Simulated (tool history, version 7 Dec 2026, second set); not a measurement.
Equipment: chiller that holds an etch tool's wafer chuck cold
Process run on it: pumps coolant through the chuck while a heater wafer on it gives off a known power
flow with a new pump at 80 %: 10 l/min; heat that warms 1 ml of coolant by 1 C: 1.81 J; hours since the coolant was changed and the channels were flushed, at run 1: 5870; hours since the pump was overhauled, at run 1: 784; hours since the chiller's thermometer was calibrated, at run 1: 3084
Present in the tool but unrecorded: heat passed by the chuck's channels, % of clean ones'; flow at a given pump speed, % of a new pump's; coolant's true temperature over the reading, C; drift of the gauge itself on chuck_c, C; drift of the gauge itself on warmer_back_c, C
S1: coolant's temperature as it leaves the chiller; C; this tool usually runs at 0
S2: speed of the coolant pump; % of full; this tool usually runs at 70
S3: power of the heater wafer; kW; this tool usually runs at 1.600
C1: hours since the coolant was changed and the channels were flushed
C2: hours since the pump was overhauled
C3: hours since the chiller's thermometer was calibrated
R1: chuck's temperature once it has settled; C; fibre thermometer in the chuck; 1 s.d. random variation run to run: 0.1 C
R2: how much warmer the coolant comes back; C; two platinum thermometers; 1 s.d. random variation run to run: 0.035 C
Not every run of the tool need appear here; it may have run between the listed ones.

run	day	S1	S2	S3	C1	C2	C3	R1	R2
1	0.000	0	70	1.600	5870	784	3084	13.9	6.12
2	3.612	0	70	1.600	5957	871	3171	13.9	6.22
3	6.588	0	70	1.600	6028	942	3242	14.1	6.19
4	10.521	0	70	1.600	6123	1037	3337	14.2	6.18
5	14.996	0	70	1.600	6230	1144	3444	14.1	6.25
# day 16.088: chiller's thermometer calibrated
6	18.329	0	70	1.600	6309	1223	54	13.9	6.19
7	22.662	0	70	2.304	6413	1327	158	20.2	8.93
8	27.458	0	70	2.304	6528	1442	273	20.3	9.01
9	31.033	0	70	1.600	6614	1528	359	14.2	6.18
10	36.088	0	70	1.600	6735	1649	480	14.4	6.26
11	41.750	0	70	1.600	6871	1785	616	14.5	6.23
12	45.938	0	70	1.600	6972	1886	716	14.4	6.29
13	51.279	0	70	1.600	7100	2014	845	14.4	6.29
14	56.879	0	70	1.600	7234	2148	979	14.6	6.33
15	59.442	0	70	1.600	7296	2210	1041	14.7	6.30
16	64.717	0	70	1.600	7422	2337	1167	14.7	6.23
17	69.204	-9	70	1.600	7530	2444	1275	5.7	6.27
18	73.658	0	70	0.856	7637	2551	1382	7.9	3.34
19	78.929	0	70	0.856	7763	2678	1508	7.9	3.39
20	83.817	6	70	1.455	7881	2795	1626	19.5	5.72
# day 84.588: coolant changed, channels flushed
21	88.583	6	70	1.455	96	2903	1734	17.2	5.83
22	94.350	8	91	1.374	234	3042	1872	16.6	4.14
23	97.504	6	64	0.979	310	3117	1948	14.2	4.22
24	103.079	2	75	1.600	444	3251	2082	13.7	5.92
25	106.525	0	85	1.205	526	3334	2165	8.1	3.89

What will run 26 give?
26	109.071	0	85	1.205	588	3395	2226	?	?

R1: 8.1 C
R2: 3.96 C
Take away the tool's hidden state, keep the run-to-run variation as it was, and the same run would have given R1 7.7 C, R2 3.77 C.
